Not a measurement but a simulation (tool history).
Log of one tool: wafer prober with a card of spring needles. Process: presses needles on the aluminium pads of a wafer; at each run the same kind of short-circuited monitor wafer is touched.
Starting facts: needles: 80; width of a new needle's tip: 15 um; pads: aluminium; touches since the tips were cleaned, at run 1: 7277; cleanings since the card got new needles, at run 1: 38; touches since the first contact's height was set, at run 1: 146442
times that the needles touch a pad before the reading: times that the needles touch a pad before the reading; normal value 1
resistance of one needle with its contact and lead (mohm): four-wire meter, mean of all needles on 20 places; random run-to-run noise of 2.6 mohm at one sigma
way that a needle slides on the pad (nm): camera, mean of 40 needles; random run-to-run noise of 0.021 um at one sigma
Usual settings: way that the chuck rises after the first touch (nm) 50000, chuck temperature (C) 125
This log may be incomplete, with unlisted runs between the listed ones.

run,day,way that the chuck rises after the first touch (nm),chuck temperature (C),times that the needles touch a pad before the reading,touches since the tips were cleaned,cleanings since the card got new needles,touches since the first contact's height was set,resistance of one needle with its contact and lead (mohm),way that a needle slides on the pad (nm)
1,0.000,50000,125,1,7277,38,146442,298,7010
# day 0.171: tips cleaned on abrasive film
# day 1.008: tips cleaned on abrasive film
# day 1.679: tips cleaned on abrasive film
# day 2.504: tips cleaned on abrasive film
2,2.504,50000,125,1,0,42,173787,296,7010
# day 3.321: tips cleaned on abrasive film
# day 3.825: height of the first contact set anew
# day 4.162: tips cleaned on abrasive film
# day 4.983: tips cleaned on abrasive film
3,5.292,50000,125,1,3416,45,16057,290,7010
# day 5.796: tips cleaned on abrasive film
# day 6.467: tips cleaned on abrasive film
# day 7.300: tips cleaned on abrasive film
4,7.304,50000,125,1,48,48,38020,293,7020
# day 7.971: tips cleaned on abrasive film
# day 8.808: tips cleaned on abrasive film
# day 9.600: tips cleaned on abrasive film
# day 10.271: tips cleaned on abrasive film
5,10.629,50000,125,3,3947,52,74404,292,6990
# day 10.946: tips cleaned on abrasive film
# day 11.617: tips cleaned on abrasive film
# day 12.288: tips cleaned on abrasive film
# day 13.117: tips cleaned on abrasive film
6,13.154,50000,125,3,398,56,101949,293,6990
# day 13.825: tips cleaned on abrasive film
# day 14.658: tips cleaned on abrasive film
# day 15.329: tips cleaned on abrasive film
7,15.938,50000,125,3,6691,59,132400,288,6980
# day 16.108: tips cleaned on abrasive film
# day 16.933: tips cleaned on abrasive film
# day 17.750: tips cleaned on abrasive film
# day 18.421: tips cleaned on abrasive film
8,19.008,50000,125,3,6496,63,165998,298,7010
# day 19.179: tips cleaned on abrasive film
# day 20.017: tips cleaned on abrasive film
# day 20.854: tips cleaned on abrasive film
# day 21.033: height of the first contact set anew
# day 21.700: tips cleaned on abrasive film
9,21.754,50000,125,3,587,67,7889,291,6990
# day 22.421: tips cleaned on abrasive film
# day 23.250: tips cleaned on abrasive film
10,23.658,56000,125,3,4495,69,28744,295,7810
# day 23.996: tips cleaned on abrasive film
# day 24.667: tips cleaned on abrasive film
# day 25.504: tips cleaned on abrasive film
# day 26.342: tips cleaned on abrasive film
11,26.538,50000,125,2,2136,73,60171,295,6980
# day 27.042: tips cleaned on abrasive film
# day 27.875: tips cleaned on abrasive film
# day 28.688: tips cleaned on abrasive film
# day 29.508: tips cleaned on abrasive film
12,30.054,50000,125,2,5975,77,98639,296,7020
# day 30.225: tips cleaned on abrasive film
# day 31.058: tips cleaned on abrasive film
# day 31.896: tips cleaned on abrasive film
# day 32.733: tips cleaned on abrasive film
13,32.875,56000,125,1,1557,81,129496,291,7850
# day 33.546: tips cleaned on abrasive film
# day 34.333: tips cleaned on abrasive film
14,34.333,54000,125,1,0,83,145403,287,7540
# day 35.158: tips cleaned on abrasive film
# day 35.996: tips cleaned on abrasive film
15,36.458,54000,81,1,5093,85,168687,279,7590
# day 36.796: tips cleaned on abrasive film
# day 37.633: tips cleaned on abrasive film
# day 38.308: height of the first contact set anew
# day 38.479: tips cleaned on abrasive film
16,38.871,34000,103,1,4344,88,6176,301,4770
# day 39.208: tips cleaned on abrasive film
# day 40.046: tips cleaned on abrasive film
# day 40.883: tips cleaned on abrasive film
# day 41.554: tips cleaned on abrasive film
# day 42.304: tips cleaned on abrasive film
17,42.304,34000,103,1,0,93,43645,295,4780
# day 43.117: tips cleaned on abrasive film
# day 43.942: tips cleaned on abrasive film
18,43.942,34000,103,1,0,95,61560,303,4730
# day 44.758: tips cleaned on abrasive film
# day 45.592: tips cleaned on abrasive film
# day 46.262: tips cleaned on abrasive film
# day 47.088: tips cleaned on abrasive film
19,47.400,54000,83,1,3402,99,99388,281,7550
# day 47.904: tips cleaned on abrasive film
# day 48.575: tips cleaned on abrasive film
20,49.062,54000,83,1,5358,101,117565,279,7550
# day 49.396: tips cleaned on abrasive film
# day 50.229: tips cleaned on abrasive film
21,50.692,54000,83,1,5049,103,135387,275,7510
# day 51.029: tips cleaned on abrasive film
# day 51.867: tips cleaned on abrasive film
# day 52.688: tips cleaned on abrasive film
# day 53.358: tips cleaned on abrasive film
22,53.471,38000,125,3,1243,107,165781,299,5280
# day 54.129: tips cleaned on abrasive film
# day 54.800: tips cleaned on abrasive film
# day 55.479: height of the first contact set anew
# day 55.538: tips cleaned on abrasive film
23,55.538,38000,79,2,0,110,603,290,5310
# day 56.362: tips cleaned on abrasive film
# day 57.183: tips cleaned on abrasive film
# day 57.854: tips cleaned on abrasive film
24,58.108,50000,34,2,2814,113,28739,265,6980
# day 58.612: tips cleaned on abrasive film
# day 59.450: tips cleaned on abrasive film
25,59.538,30000,53,1,956,115,44344,284,4210
# day 60.208: tips cleaned on abrasive film
# day 61.012: tips cleaned on abrasive film
# day 61.817: tips cleaned on abrasive film
26,62.221,30000,43,3,4462,118,73705,278,4220
# day 62.558: tips cleaned on abrasive film
# day 63.379: tips cleaned on abrasive film
# day 64.196: tips cleaned on abrasive film
# day 65.021: tips cleaned on abrasive film
27,65.112,40000,59,1,990,122,105302,278,5620
# day 65.762: tips cleaned on abrasive film
# day 66.592: tips cleaned on abrasive film
# day 67.417: tips cleaned on abrasive film
28,67.471,54000,118,2,612,125,131085,288,7550

Below are 3 alternative next runs, each starting from the tool's condition after run 28. Predict each:
# day 68.108: tips cleaned on abrasive film
# day 68.929: tips cleaned on abrasive film
# day 69.600: tips cleaned on abrasive film
A,70.204,30000,26,1,6645,128,161014,?,?
# day 68.108: tips cleaned on abrasive film
# day 68.929: tips cleaned on abrasive film
# day 69.600: tips cleaned on abrasive film
B,70.204,58000,73,2,6645,128,161014,?,?
# day 68.108: tips cleaned on abrasive film
# day 68.929: tips cleaned on abrasive film
# day 69.600: tips cleaned on abrasive film
C,70.204,50000,124,1,6645,128,161014,?,?

run,resistance of one needle with its contact and lead (mohm),way that a needle slides on the pad (nm)
A,282,4200
B,274,8110
C,295,7020
With no hidden state in the tool, these same runs would have given:
run,resistance of one needle with its contact and lead (mohm),way that a needle slides on the pad (nm)
A,281,4200
B,274,8110
C,295,7020

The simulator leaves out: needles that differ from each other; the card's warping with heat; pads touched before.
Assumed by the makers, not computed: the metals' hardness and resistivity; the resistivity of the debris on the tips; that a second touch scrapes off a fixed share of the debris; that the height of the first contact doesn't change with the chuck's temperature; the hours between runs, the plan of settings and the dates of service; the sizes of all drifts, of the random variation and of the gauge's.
